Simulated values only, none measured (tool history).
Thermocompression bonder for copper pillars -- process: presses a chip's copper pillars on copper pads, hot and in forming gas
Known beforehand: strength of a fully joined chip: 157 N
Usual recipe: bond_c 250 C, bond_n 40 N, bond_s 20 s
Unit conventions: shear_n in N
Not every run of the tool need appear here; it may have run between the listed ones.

run,hour,bond_c,bond_n,bond_s,shear_n
1,0.0,250,40,20,69.7
2,36.8,250,40,20,68.1
3,107.1,250,40,53,90.8
# hour 134.9: forming gas filter changed
4,160.8,250,40,20,71.6
5,203.3,250,40,20,67.5
6,262.7,250,40,20,66.3
7,333.7,258,40,20,70.9
# hour 372.7: forming gas filter changed
8,374.6,258,40,20,75.3
9,420.7,250,56,20,86.9
10,466.9,250,40,20,65.1
11,522.0,250,40,20,64.4
# hour 527.5: heater calibrated with a thermocouple chip
12,553.1,250,40,29,72.9
# hour 611.8: forming gas filter changed
13,612.1,250,40,29,76.6
14,681.3,250,40,29,75.3
# hour 687.3: heater calibrated with a thermocouple chip, once more
15,723.3,250,40,29,74.3
16,784.6,250,40,29,72.8
17,815.4,250,40,29,72.4
# hour 850.7: forming gas filter changed
18,870.8,239,40,29,67.2
19,930.7,239,40,29,66.0
20,975.7,239,40,29,64.9
21,1014.4,239,40,29,62.6
22,1053.8,240,47,20,61.8
# hour 1085.5: forming gas filter changed
23,1098.2,245,55,13,66.7
24,1144.1,241,40,27,65.6
25,1209.5,268,24,16,46.3
26,1273.6,268,24,16,46.0
27,1305.8,250,56,20,76.8
# hour 1321.0: forming gas filter changed
28,1335.8,250,56,20,84.4
29,1405.7,250,48,47,94.7
30,1476.8,250,48,47,92.0
31,1544.0,250,48,44,88.0
# hour 1559.1: forming gas filter changed
32,1577.8,250,48,44,96.5
33,1639.0,265,36,14,60.3
34,1691.3,255,36,15,52.9
35,1755.3,248,32,58,70.7
# hour 1794.4: forming gas filter changed
36,1794.7,248,32,58,77.0
37,1827.9,275,56,31,115.8
38,1859.8,275,56,31,112.8

Each row is a separate what-if for the run after 38, all from the same tool condition, not one after another. Results?
A,1914.5,264,40,20,?
B,1914.5,250,51,12,?
C,1914.5,270,53,24,?

run,shear_n
A,69.6
B,59.9
C,97.4
Take away the tool's hidden state, keep each run's random variation, and the runs would have read:
run,shear_n
A,82.6
B,72.1
C,112.1
